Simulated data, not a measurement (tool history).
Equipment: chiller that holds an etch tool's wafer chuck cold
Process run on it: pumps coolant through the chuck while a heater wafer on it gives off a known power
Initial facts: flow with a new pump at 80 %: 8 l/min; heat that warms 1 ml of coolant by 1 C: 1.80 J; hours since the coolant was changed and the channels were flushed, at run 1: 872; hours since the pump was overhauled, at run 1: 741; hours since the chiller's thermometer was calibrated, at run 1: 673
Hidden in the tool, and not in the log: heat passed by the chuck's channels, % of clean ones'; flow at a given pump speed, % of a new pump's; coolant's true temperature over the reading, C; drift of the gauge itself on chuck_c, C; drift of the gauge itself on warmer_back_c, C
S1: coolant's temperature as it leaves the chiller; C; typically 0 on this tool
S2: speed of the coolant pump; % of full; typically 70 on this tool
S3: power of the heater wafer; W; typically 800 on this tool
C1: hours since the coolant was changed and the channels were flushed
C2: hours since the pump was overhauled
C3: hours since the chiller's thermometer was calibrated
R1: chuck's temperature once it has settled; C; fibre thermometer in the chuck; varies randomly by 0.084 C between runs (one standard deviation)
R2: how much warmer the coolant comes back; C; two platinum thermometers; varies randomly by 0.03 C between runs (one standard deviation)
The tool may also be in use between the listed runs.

{"run": 1, "hour": 0.0, "S1": 0, "S2": 70, "S3": 800, "C1": 872, "C2": 741, "C3": 673, "R1": 7.28, "R2": 3.87}
{"run": 2, "hour": 23.5, "S1": 0, "S2": 90, "S3": 800, "C1": 895, "C2": 765, "C3": 696, "R1": 5.73, "R2": 2.93}
{"run": 3, "hour": 53.7, "S1": 0, "S2": 90, "S3": 800, "C1": 925, "C2": 795, "C3": 726, "R1": 5.78, "R2": 2.9}
{"run": 4, "hour": 82.6, "S1": 0, "S2": 90, "S3": 800, "C1": 954, "C2": 824, "C3": 755, "R1": 5.74, "R2": 2.92}
{"run": 5, "hour": 118.1, "S1": 0, "S2": 70, "S3": 800, "C1": 990, "C2": 859, "C3": 791, "R1": 7.37, "R2": 3.89}
{"run": 6, "hour": 147.4, "S1": -5, "S2": 70, "S3": 800, "C1": 1019, "C2": 888, "C3": 820, "R1": 2.27, "R2": 3.83}
{"run": 7, "hour": 182.7, "S1": -5, "S2": 70, "S3": 800, "C1": 1054, "C2": 924, "C3": 855, "R1": 2.28, "R2": 3.83}
{"run": 8, "hour": 219.0, "S1": -5, "S2": 70, "S3": 800, "C1": 1091, "C2": 960, "C3": 892, "R1": 2.32, "R2": 3.81}
{"run": 9, "hour": 257.0, "S1": -5, "S2": 70, "S3": 800, "C1": 1129, "C2": 998, "C3": 930, "R1": 2.41, "R2": 3.86}
{"run": 10, "hour": 282.8, "S1": -5, "S2": 70, "S3": 800, "C1": 1154, "C2": 1024, "C3": 955, "R1": 2.24, "R2": 3.83}
{"run": 11, "hour": 311.6, "S1": -5, "S2": 70, "S3": 800, "C1": 1183, "C2": 1053, "C3": 984, "R1": 2.28, "R2": 3.88}
{"run": 12, "hour": 333.1, "S1": -5, "S2": 70, "S3": 800, "C1": 1205, "C2": 1074, "C3": 1006, "R1": 2.32, "R2": 3.85}
{"run": 13, "hour": 375.4, "S1": -5, "S2": 70, "S3": 800, "C1": 1247, "C2": 1117, "C3": 1048, "R1": 2.14, "R2": 3.8}
{"run": 14, "hour": 398.3, "S1": -5, "S2": 70, "S3": 800, "C1": 1270, "C2": 1139, "C3": 1071, "R1": 2.28, "R2": 3.85}
{"run": 15, "hour": 430.0, "S1": -5, "S2": 70, "S3": 800, "C1": 1302, "C2": 1171, "C3": 1103, "R1": 2.35, "R2": 3.93}
{"run": 16, "hour": 457.0, "S1": -10, "S2": 77, "S3": 1129, "C1": 1329, "C2": 1198, "C3": 1130, "R1": -0.64, "R2": 4.94}
{"run": 17, "hour": 492.8, "S1": 2, "S2": 87, "S3": 1031, "C1": 1364, "C2": 1234, "C3": 1165, "R1": 9.76, "R2": 3.87}
{"run": 18, "hour": 532.9, "S1": 2, "S2": 66, "S3": 522, "C1": 1405, "C2": 1274, "C3": 1206, "R1": 7.04, "R2": 2.71}
{"run": 19, "hour": 567.0, "S1": 2, "S2": 78, "S3": 757, "C1": 1439, "C2": 1308, "C3": 1240, "R1": 8.16, "R2": 3.25}
{"run": 20, "hour": 586.1, "S1": 2, "S2": 70, "S3": 541, "C1": 1458, "C2": 1327, "C3": 1259, "R1": 6.81, "R2": 2.59}
{"run": 21, "hour": 605.7, "S1": 2, "S2": 70, "S3": 541, "C1": 1477, "C2": 1347, "C3": 1278, "R1": 6.91, "R2": 2.59}
{"run": 22, "hour": 625.7, "S1": 0, "S2": 70, "S3": 430, "C1": 1497, "C2": 1367, "C3": 1298, "R1": 3.96, "R2": 2.07}
{"run": 23, "hour": 669.0, "S1": -3, "S2": 69, "S3": 403, "C1": 1541, "C2": 1410, "C3": 1342, "R1": 0.69, "R2": 2.02}
{"run": 24, "hour": 706.8, "S1": -3, "S2": 63, "S3": 811, "C1": 1578, "C2": 1448, "C3": 1379, "R1": 5.21, "R2": 4.32}
{"run": 25, "hour": 736.7, "S1": -5, "S2": 69, "S3": 991, "C1": 1608, "C2": 1478, "C3": 1409, "R1": 4.15, "R2": 4.87}
{"run": 26, "hour": 761.0, "S1": -7, "S2": 76, "S3": 800, "C1": 1633, "C2": 1502, "C3": 1434, "R1": -0.24, "R2": 3.51}
{"run": 27, "hour": 800.1, "S1": -7, "S2": 76, "S3": 414, "C1": 1672, "C2": 1541, "C3": 1473, "R1": -3.45, "R2": 1.75}
{"run": 28, "hour": 820.7, "S1": -1, "S2": 93, "S3": 506, "C1": 1692, "C2": 1562, "C3": 1493, "R1": 2.46, "R2": 1.77}
{"run": 29, "hour": 864.4, "S1": -10, "S2": 72, "S3": 406, "C1": 1736, "C2": 1605, "C3": 1537, "R1": -6.39, "R2": 1.93}

Each row is a separate what-if for the run after 29, all from the same tool condition, not one after another. Results?
{"run": "A", "hour": 903.7, "S1": -6, "S2": 70, "S3": 1102, "C1": 1775, "C2": 1645, "C3": 1576, "R1": "?", "R2": "?"}
{"run": "B", "hour": 903.7, "S1": 0, "S2": 91, "S3": 800, "C1": 1775, "C2": 1645, "C3": 1576, "R1": "?", "R2": "?"}
{"run": "C", "hour": 903.7, "S1": -10, "S2": 76, "S3": 406, "C1": 1775, "C2": 1645, "C3": 1576, "R1": "?", "R2": "?"}
{"run": "D", "hour": 903.7, "S1": -10, "S2": 75, "S3": 406, "C1": 1775, "C2": 1645, "C3": 1576, "R1": "?", "R2": "?"}
{"run": "E", "hour": 903.7, "S1": -10, "S2": 73, "S3": 409, "C1": 1775, "C2": 1645, "C3": 1576, "R1": "?", "R2": "?"}

run=A R1=4.07 R2=5.3
run=B R1=5.56 R2=2.88
run=C R1=-6.51 R2=1.8
run=D R1=-6.45 R2=1.79
run=E R1=-6.41 R2=1.86
Without the tool's unlogged condition, the same runs would have read:
run=A R1=4.05 R2=5.29
run=B R1=5.55 R2=2.88
run=C R1=-6.52 R2=1.8
run=D R1=-6.46 R2=1.79
run=E R1=-6.42 R2=1.86
